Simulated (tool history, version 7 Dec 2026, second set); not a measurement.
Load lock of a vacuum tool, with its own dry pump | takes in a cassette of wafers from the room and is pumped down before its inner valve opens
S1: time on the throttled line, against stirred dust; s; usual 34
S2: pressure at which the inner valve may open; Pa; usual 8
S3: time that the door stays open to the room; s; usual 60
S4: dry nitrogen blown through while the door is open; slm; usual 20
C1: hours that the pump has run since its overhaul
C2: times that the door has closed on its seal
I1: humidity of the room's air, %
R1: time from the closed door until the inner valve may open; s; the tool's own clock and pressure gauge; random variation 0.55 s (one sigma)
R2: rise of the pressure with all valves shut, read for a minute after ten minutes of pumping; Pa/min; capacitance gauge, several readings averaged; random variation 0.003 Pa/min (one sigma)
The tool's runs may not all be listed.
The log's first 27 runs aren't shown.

Run 28, hour 2022.2: usual settings but S1 62 s; C1 2075; C2 34168; I1 46.6. Result: R1 99.3 s, R2 0.229 Pa/min.
Run 29, hour 2123.4: usual settings but S1 23 s, S2 7 Pa, S3 189 s, S4 11 slm; C1 2176; C2 34567; I1 40.6. Result: R1 69 s, R2 0.297 Pa/min.
Run 30, hour 2181.1: usual settings but S1 23 s, S2 11 Pa, S3 90 s, S4 38 slm; C1 2234; C2 34795; I1 47.5. Result: R1 66.2 s, R2 0.231 Pa/min.
Run 31, hour 2232.8: usual settings but S4 33 slm; C1 2285; C2 34999; I1 45.2. Result: R1 77.4 s, R2 0.225 Pa/min.
Run 32, hour 2290.8: usual settings but S4 33 slm; C1 2343; C2 35227; I1 45.6. Result: R1 76.8 s, R2 0.227 Pa/min.
Run 33, hour 2392.4: usual settings but S4 33 slm; C1 2445; C2 35628; I1 44.4. Result: R1 77.3 s, R2 0.235 Pa/min.
Run 34, hour 2481: usual settings but S1 18 s, S3 210 s, S4 33 slm; C1 2534; C2 35977; I1 45.8. Result: R1 64.1 s, R2 0.282 Pa/min.
Run 35, hour 2525.8: usual settings but S1 18 s, S3 46 s, S4 7 slm; C1 2578; C2 36153; I1 43.3. Result: R1 64.9 s, R2 0.245 Pa/min.
Run 36, hour 2584.7: usual settings but S1 66 s, S2 11 Pa, S3 96 s, S4 9 slm; C1 2637; C2 36386; I1 44.9. Result: R1 100.8 s, R2 0.274 Pa/min.
Run 37, hour 2675.2: usual settings but S2 12 Pa; C1 2728; C2 36742; I1 47.8. Result: R1 75.4 s, R2 0.246 Pa/min.

3 ways to go on from here, each from the tool as it stands after run 37. What would each give?
Run A, hour 2741.2: usual settings but S2 12 Pa, S3 235 s; C1 2794; C2 37003; I1 42.7. Result: R1 ?, R2 ?.
Run B, hour 2741.2: usual settings but S1 32 s, S2 9 Pa, S4 31 slm; C1 2794; C2 37003; I1 42.7. Result: R1 ?, R2 ?.
Run C, hour 2741.2: usual settings but S3 151 s, S4 41 slm; C1 2794; C2 37003; I1 43.7. Result: R1 ?, R2 ?.

run    R1     R2
  A  74.9  0.309
  B  74.9  0.246
  C  77.6   0.26
Without the tool's hidden state the same runs would have given:
run    R1     R2
  A  73.2  0.106
  B  73.2  0.042
  C  75.9  0.054
